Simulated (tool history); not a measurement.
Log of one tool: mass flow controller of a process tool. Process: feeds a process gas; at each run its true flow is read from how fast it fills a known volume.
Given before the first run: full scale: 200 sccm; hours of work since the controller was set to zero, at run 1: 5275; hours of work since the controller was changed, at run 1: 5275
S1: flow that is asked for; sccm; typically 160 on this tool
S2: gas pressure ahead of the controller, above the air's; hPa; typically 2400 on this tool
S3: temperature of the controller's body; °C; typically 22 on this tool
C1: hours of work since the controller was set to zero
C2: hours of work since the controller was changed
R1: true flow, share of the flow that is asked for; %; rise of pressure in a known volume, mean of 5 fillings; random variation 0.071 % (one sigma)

Run 1, hour 0: usual settings; C1 5275; C2 5275. Result: R1 99.51 %.
Run 2, hour 241.1: usual settings; C1 5387; C2 5387. Result: R1 99.45 %.
At hour 275.3: controller exchanged for a calibrated one.
Run 3, hour 537.5: usual settings; C1 122; C2 122. Result: R1 99.35 %.
Run 4, hour 834.7: usual settings; C1 260; C2 260. Result: R1 99.29 %.
Run 5, hour 1119.5: usual settings; C1 392; C2 392. Result: R1 99.27 %.
Run 6, hour 1299.9: usual settings but S3 38 °C; C1 476; C2 476. Result: R1 98.68 %.
Run 7, hour 1650.3: usual settings but S3 38 °C; C1 638; C2 638. Result: R1 98.64 %.
Run 8, hour 1932.7: usual settings; C1 769; C2 769. Result: R1 99.05 %.
Run 9, hour 2257.5: usual settings; C1 920; C2 920. Result: R1 99.06 %.
Run 10, hour 2583.5: usual settings but S1 79 sccm; C1 1071; C2 1071. Result: R1 98.08 %.
Run 11, hour 2775.9: usual settings; C1 1161; C2 1161. Result: R1 98.8 %.
Run 12, hour 3024.6: usual settings; C1 1276; C2 1276. Result: R1 98.84 %.
Run 13, hour 3386.2: usual settings; C1 1444; C2 1444. Result: R1 98.82 %.
Run 14, hour 3560.9: usual settings; C1 1525; C2 1525. Result: R1 98.63 %.
Run 15, hour 3853.7: usual settings but S3 34 °C; C1 1661; C2 1661. Result: R1 98.25 %.
Run 16, hour 4131.4: usual settings but S3 34 °C; C1 1790; C2 1790. Result: R1 98.4 %.
Run 17, hour 4459.4: usual settings but S3 34 °C; C1 1942; C2 1942. Result: R1 98.15 %.
At hour 4565: gauge calibrated.
Run 18, hour 4630.4: usual settings but S3 34 °C; C1 2021; C2 2021. Result: R1 99.04 %.
Run 19, hour 4782.3: usual settings but S2 2120 hPa; C1 2092; C2 2092. Result: R1 99.62 %.
Run 20, hour 5117.7: usual settings but S2 2120 hPa; C1 2248; C2 2248. Result: R1 99.52 %.
Run 21, hour 5282.2: usual settings but S1 55 sccm, S2 2150 hPa, S3 27 °C; C1 2324; C2 2324. Result: R1 98.18 %.
Run 22, hour 5582.1: usual settings but S2 1720 hPa, S3 28 °C; C1 2463; C2 2463. Result: R1 99.49 %.

The next listed run, before its measurement:
Run 23, hour 5892.2: usual settings but S1 151 sccm, S2 1720 hPa, S3 20 °C; C1 2607; C2 2607. Result: R1 ?.

R1: 99.63 %
On a tool with no hidden condition, and with the same random variation, this run would have come out at R1 99.89 %.

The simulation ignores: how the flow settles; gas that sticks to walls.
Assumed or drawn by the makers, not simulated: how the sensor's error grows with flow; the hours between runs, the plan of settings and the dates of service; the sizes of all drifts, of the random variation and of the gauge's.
